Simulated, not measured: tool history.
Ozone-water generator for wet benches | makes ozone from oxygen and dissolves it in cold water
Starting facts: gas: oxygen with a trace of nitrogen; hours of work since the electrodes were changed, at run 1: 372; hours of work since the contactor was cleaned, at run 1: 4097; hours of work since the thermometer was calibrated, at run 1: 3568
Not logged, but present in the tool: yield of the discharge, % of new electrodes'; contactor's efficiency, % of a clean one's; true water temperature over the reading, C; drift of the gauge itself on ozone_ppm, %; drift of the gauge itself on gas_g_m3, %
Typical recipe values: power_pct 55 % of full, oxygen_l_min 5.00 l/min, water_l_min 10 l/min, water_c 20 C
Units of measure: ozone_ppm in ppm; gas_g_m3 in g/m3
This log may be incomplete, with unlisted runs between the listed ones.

run,day,power_pct,oxygen_l_min,water_l_min,water_c,hours of work since the electrodes were changed,hours of work since the contactor was cleaned,hours of work since the thermometer was calibrated,ozone_ppm,gas_g_m3
1,0.000,55,5.00,10,20,372,4097,3568,22.7,173.9
2,5.938,55,5.00,10,20,505,4230,3700,22.6,175.9
3,9.096,55,5.00,10,20,575,4300,3770,22.9,172.2
4,12.383,55,5.00,10,20,649,4374,3844,22.7,173.9
5,17.025,55,5.00,10,20,752,4477,3947,22.5,173.4
6,20.642,55,5.00,10,20,833,4558,4028,22.4,171.8
7,27.350,55,5.00,11,20,982,4708,4178,21.0,171.0
8,31.125,55,5.00,10,22,1067,4792,4262,21.3,172.3
9,35.642,55,5.00,8,22,1167,4893,4363,24.4,172.2
10,41.721,69,5.00,7,22,1303,5028,4498,33.1,211.3
11,48.975,69,5.00,7,22,1465,5190,4660,32.8,207.7
12,52.183,56,3.80,10,20,1537,5262,4732,24.5,209.6
13,59.358,56,3.80,10,20,1697,5422,4892,24.2,208.0
14,62.475,93,2.93,10,21,1766,5491,4962,39.5,392.7
# day 67.579: contactor cleaned
15,70.196,69,3.89,14,21,1935,58,5130,22.0,247.4
16,74.717,69,3.89,14,21,2036,159,5231,22.0,243.3
17,79.283,53,6.34,16,21,2138,261,5333,14.1,139.8
18,85.833,53,6.34,16,21,2284,407,5479,14.1,139.4

Below are 5 alternative next runs, each starting from the tool's condition after run 18. Predict each:
A,91.000,94,3.10,16,21,2399,523,5594,?,?
B,91.000,55,5.00,10,15,2399,523,5594,?,?
C,91.000,99,5.00,10,24,2399,523,5594,?,?
D,91.000,55,7.37,14,20,2399,523,5594,?,?
E,91.000,53,6.34,16,18,2399,523,5594,?,?

run,ozone_ppm,gas_g_m3
A,26.1,372.6
B,24.6,169.3
C,34.2,282.1
D,15.7,129.5
E,14.7,137.6
Take away the tool's hidden state, keep each run's random variation, and the runs would have read:
run,ozone_ppm,gas_g_m3
A,27.8,393.9
B,25.7,175.3
C,36.6,298.9
D,16.4,134.1
E,15.3,142.2
